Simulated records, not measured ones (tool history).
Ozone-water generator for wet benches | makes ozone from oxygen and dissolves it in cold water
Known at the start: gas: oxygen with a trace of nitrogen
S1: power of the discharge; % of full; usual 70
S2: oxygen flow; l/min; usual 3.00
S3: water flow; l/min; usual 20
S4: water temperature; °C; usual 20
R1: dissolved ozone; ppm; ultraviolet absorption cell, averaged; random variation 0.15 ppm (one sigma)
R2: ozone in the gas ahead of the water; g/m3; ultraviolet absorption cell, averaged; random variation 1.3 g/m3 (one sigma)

run    hour  S1    S2  S3  S4    R1     R2
  1     0.0  70  3.00  20  20  17.7  219.3
  2   122.3  70  3.00  20  20  17.3  217.5
  3   203.4  70  3.00  20  23  16.8  216.5
  4   281.7  70  3.00  20  23  16.9  217.5
  5   395.6  70  3.00  23  20  15.4  216.2
  6   486.3  70  3.00  20  20  17.2  215.8
  7   544.4  70  3.00  20  20  17.2  216.4
  8   647.5  70  3.00  19  20  17.7  215.4
  9   760.5  70  3.00  19  20  18.0  213.2
 10   829.6  70  3.00  19  20  17.7  213.5
 11   925.1  70  3.00  19  20  17.5  213.4
 12  1039.0  70  3.00  19  17  18.2  210.9
 13  1171.1  70  3.00  19  20  17.3  209.9
 14  1290.1  70  3.00  23  20  14.6  209.1
 15  1422.6  68  3.04  28  16  12.7  202.2
 16  1486.1  70  2.22  20  27  14.8  249.6
 17  1596.1  76  2.22  20  27  15.9  264.8
     1603.0  -- water thermometer calibrated
 18  1729.8  76  2.22  27  16  13.4  260.4
 19  1847.1  79  2.22  27  18  13.0  265.2
 20  1977.0  96  3.27  27  26  14.7  240.1
 21  2102.4  70  4.62  26  19  13.3  156.6
 22  2223.0  70  3.00  20  21  15.7  203.0
     2290.7  -- water thermometer calibrated, once more
 23  2308.5  70  2.60  20  28  14.4  220.7
 24  2441.5  92  2.60  20  28  17.4  263.6
 25  2507.8  70  3.00  29  16  12.0  200.9
 26  2596.9  70  3.00  26  14  13.3  199.7
 27  2721.9  70  2.87  17  20  17.3  204.4

Run 28 comes next. What will it give?
 28  2834.0  70  2.87  17  20   ?   ?

Run 28 gave R1 17.7 ppm, R2 204.2 g/m3.
Without the tool's hidden state the same run would have given R1 21.7 ppm, R2 245.1 g/m3.
